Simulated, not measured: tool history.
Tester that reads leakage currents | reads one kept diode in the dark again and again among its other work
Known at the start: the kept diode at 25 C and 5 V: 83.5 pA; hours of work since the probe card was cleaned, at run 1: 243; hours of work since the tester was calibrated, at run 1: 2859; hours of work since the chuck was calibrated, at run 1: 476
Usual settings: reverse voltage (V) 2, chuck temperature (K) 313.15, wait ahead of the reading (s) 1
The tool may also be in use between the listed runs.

run    hour  reverse voltage (V)  chuck temperature (K)  wait ahead of the reading (s)  hours of work since the probe card was cleaned  hours of work since the tester was calibrated  hours of work since the chuck was calibrated  current that the tester gives (pA)
  1       0                    2                 313.15                              1                                             243                                           2859                                           476                              173.45
  2   128.9                    2                 313.15                              1                                             319                                           2935                                           552                              172.18
  3   203.9                 8.22                 313.15                              1                                             363                                           2979                                           596                              372.45
  4   368.1                    2                 313.15                              1                                             459                                           3076                                           693                                 173
  5   509.5                    2                 309.15                              1                                             543                                           3159                                           777                              126.45
  6   672.5                    2                 309.15                              1                                             639                                           3255                                           873                               126.7
  7   834.7                    2                 309.15                              1                                             734                                           3351                                           968                              126.23
      857.1  -- chuck's temperature calibrated
  8   999.3                    2                 309.15                              1                                             830                                           3447                                            84                              126.23
  9  1085.1                    2                 313.15                           4.51                                             881                                           3497                                           134                              171.56
 10  1218.2                    2                 313.15                           4.51                                             959                                           3576                                           213                              171.59
 11  1297.7                    2                 313.15                           4.51                                            1006                                           3623                                           260                              172.02
 12  1380.6                    2                 313.15                           4.51                                            1055                                           3671                                           309                              171.46
       1414  -- tester calibrated
 13  1498.6                    2                 313.15                           4.51                                            1123                                             50                                           377                              171.97
 14  1664.4                    2                 313.15                           4.51                                            1221                                            148                                           475                              172.21
 15  1742.2                    2                 313.15                              1                                            1267                                            193                                           521                              174.05
 16  1813.5                    2                 313.15                              1                                            1309                                            235                                           563                              172.88
 17  1908.3                    2                 313.15                              1                                            1365                                            291                                           618                               172.7
 18    2015                    2                 298.15                              1                                            1428                                            354                                           681                                51.6
 19  2184.5                    2                 298.15                              1                                            1528                                            454                                           781                               51.74
     2277.3  -- probe card cleaned and baked
 20  2329.2                    2                 298.15                              1                                              31                                            538                                           865                               51.66
 21  2425.1                 6.71                 298.15                           9.64                                              87                                            594                                           921                                98.2
     2526.7  -- chuck's temperature calibrated
 22  2526.7                 1.37                 296.15                           0.84                                             146                                            653                                             0                               35.71
 23  2608.7                 1.37                 296.15                           0.84                                             194                                            701                                            48                               35.63
 24  2732.7                    2                 306.15                           2.28                                             267                                            774                                           121                               99.59
 25  2877.1                 1.05                 300.15                           6.47                                             352                                            859                                           207                               42.78
 26  3031.8                 7.93                 321.15                           0.53                                             444                                            951                                           298                              660.19
 27  3196.4                 2.94                 331.15                           0.37                                             541                                           1048                                           395                              791.36
 28  3334.2                 3.69                 331.15                           0.37                                             622                                           1129                                           476                              888.54
 29  3403.6                 3.69                 331.15                           0.37                                             663                                           1170                                           517                              894.91
 30  3479.5                 7.05                 314.15                           1.57                                             707                                           1214                                           562                              364.93
 31  3610.5                    2                 317.15                           1.78                                             785                                           1292                                           639                              234.32
 32  3778.1                 1.78                 313.15                           1.82                                             883                                           1390                                           738                              162.05
 33  3848.4                    2                 314.15                              1                                             925                                           1432                                           779                              187.06
 34  3972.9                10.23                 307.15                           5.11                                             998                                           1505                                           852                              259.58
 35  4093.5                 5.65                 313.15                              1                                            1069                                           1576                                           923                              302.25
     4183.9  -- chuck's temperature calibrated
 36  4251.2                    2                 313.15                           1.45                                            1161                                           1668                                            40                              172.51
 37  4329.1                    2                 313.15                           1.45                                            1207                                           1714                                            86                               172.7
 38  4430.2                14.42                 313.15                              1                                            1267                                           1774                                           145                               501.4
 39  4589.4                    2                 313.15                           5.47                                            1360                                           1867                                           239                              171.93

3 ways to go on from here, each from the tool as it stands after run 39. What would each give?
  A  4717.9                    2                 295.15                           5.76                                            1436                                           1943                                           315                                   ?
  B  4717.9                 6.71                 315.15                           2.76                                            1436                                           1943                                           315                                   ?
  C  4717.9                 1.17                 297.15                           0.81                                            1436                                           1943                                           315                                   ?

run  current that the tester gives (pA)
  A                               39.63
  B                               386.6
  C                               35.57
Without the tool's hidden state the same runs would have given:
run  current that the tester gives (pA)
  A                               39.59
  B                              386.28
  C                               35.53

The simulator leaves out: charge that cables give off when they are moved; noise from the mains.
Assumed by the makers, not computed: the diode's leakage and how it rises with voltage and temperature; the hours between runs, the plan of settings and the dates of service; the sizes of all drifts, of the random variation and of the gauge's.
